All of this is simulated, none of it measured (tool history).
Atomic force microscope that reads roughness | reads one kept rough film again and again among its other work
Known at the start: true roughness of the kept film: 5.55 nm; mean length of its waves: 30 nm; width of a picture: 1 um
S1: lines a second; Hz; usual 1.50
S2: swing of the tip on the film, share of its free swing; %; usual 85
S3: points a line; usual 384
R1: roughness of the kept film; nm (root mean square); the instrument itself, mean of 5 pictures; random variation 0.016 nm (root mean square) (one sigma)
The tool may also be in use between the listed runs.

Run 1, hour 0.0: usual settings. Result: R1 2.957 nm (root mean square).
Run 2, hour 9.5: usual settings but S1 0.97 Hz. Result: R1 3.053 nm (root mean square).
Run 3, hour 18.0: usual settings but S1 0.97 Hz. Result: R1 2.999 nm (root mean square).
Run 4, hour 31.8: usual settings but S1 0.97 Hz. Result: R1 2.970 nm (root mean square).
At hour 33.5: new tip fitted.
Run 5, hour 50.2: usual settings but S1 0.97 Hz. Result: R1 3.947 nm (root mean square).
Run 6, hour 68.9: usual settings but S1 0.97 Hz. Result: R1 3.815 nm (root mean square).
Run 7, hour 81.3: usual settings but S2 77 %. Result: R1 3.713 nm (root mean square).
Run 8, hour 98.9: usual settings but S2 77 %. Result: R1 3.604 nm (root mean square).
Run 9, hour 110.8: usual settings but S1 0.89 Hz, S2 83 %. Result: R1 3.568 nm (root mean square).
Run 10, hour 119.5: usual settings but S1 0.89 Hz, S2 83 %. Result: R1 3.539 nm (root mean square).
Run 11, hour 127.8: usual settings but S1 3.01 Hz, S2 86 %, S3 286. Result: R1 2.919 nm (root mean square).
Run 12, hour 143.7: usual settings but S2 64 %, S3 445. Result: R1 3.484 nm (root mean square).
Run 13, hour 156.8: usual settings but S2 64 %, S3 445. Result: R1 3.444 nm (root mean square).
Run 14, hour 176.5: usual settings but S1 0.51 Hz, S2 76 %, S3 417. Result: R1 3.382 nm (root mean square).
Run 15, hour 188.1: usual settings but S1 0.84 Hz, S2 58 %, S3 327. Result: R1 3.358 nm (root mean square).

Hidden state or all else? Some run-to-run changes of R1, split into what the settings, what came in and random variation would give without the hidden state, and what is left for the hidden state (with any gauge scatter that isn't in both results):
The hidden state here: radius of the tip, nm; height scale over the true one, %; drift of the gauge itself on roughness_nm, %.
Run 4 -> 5: new tip fitted. R1 +0.977 nm (root mean square): hidden state +0.962, all else +0.015.

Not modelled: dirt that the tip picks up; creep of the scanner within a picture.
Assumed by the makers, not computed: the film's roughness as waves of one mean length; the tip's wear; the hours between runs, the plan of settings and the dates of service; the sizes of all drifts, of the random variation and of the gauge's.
